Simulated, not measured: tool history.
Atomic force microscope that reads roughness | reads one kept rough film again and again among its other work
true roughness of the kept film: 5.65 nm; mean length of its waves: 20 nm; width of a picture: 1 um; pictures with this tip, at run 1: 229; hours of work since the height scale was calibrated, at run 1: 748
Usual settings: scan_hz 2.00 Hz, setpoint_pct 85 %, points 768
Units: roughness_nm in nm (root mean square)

run	hour	scan_hz	setpoint_pct	points	pictures with this tip	hours of work since the height scale was calibrated	roughness_nm
1	0.0	2.00	85	768	229	748	2.142
2	65.6	2.00	85	768	315	795	1.929
3	107.4	2.00	85	768	371	825	1.816
# hour 118.0: new tip fitted
4	168.1	2.00	82	768	66	867	2.851
5	233.2	2.00	82	768	152	914	2.506
6	295.2	2.00	82	768	234	958	2.244
# hour 300.6: height scale calibrated on a step standard
7	335.7	2.00	82	768	286	25	2.101
# hour 409.5: new tip fitted
8	409.5	2.00	82	768	0	77	3.247
9	477.9	2.00	82	768	90	126	2.758
10	527.3	0.59	85	768	156	161	2.655
11	601.7	3.81	67	1015	254	214	2.210
12	634.4	3.28	89	306	297	237	1.834
# hour 699.9: new tip fitted
13	704.7	3.28	89	306	6	286	2.865
# hour 717.1: height scale calibrated on a step standard, once more
14	776.5	1.25	76	811	100	42	2.877
15	828.9	1.25	76	811	169	79	2.573
16	889.6	0.70	63	366	249	123	2.338
17	962.2	1.79	85	573	345	174	1.935
# hour 993.4: new tip fitted
18	999.5	1.85	79	372	8	200	3.263
19	1035.9	3.47	79	441	56	226	2.896
20	1076.7	1.95	85	599	110	255	2.708

Some steps in roughness_nm between neighbouring runs. How much of each would the tool show without its hidden state too (settings, what came in, random variation), and how much is left for the hidden state, with any gauge scatter that isn't in both results?
The hidden state here: radius of the tip, nm; height scale over the true one, %; drift of the gauge itself on roughness_nm, %.
Run 7 -> 8: new tip fitted. roughness_nm +1.146 nm (root mean square): hidden state +1.137, all else +0.009.
Run 17 -> 18: scan_hz 1.79 -> 1.85, setpoint_pct 85 -> 79, points 573 -> 372, new tip fitted. roughness_nm +1.328 nm (root mean square): hidden state +1.307, all else +0.021.
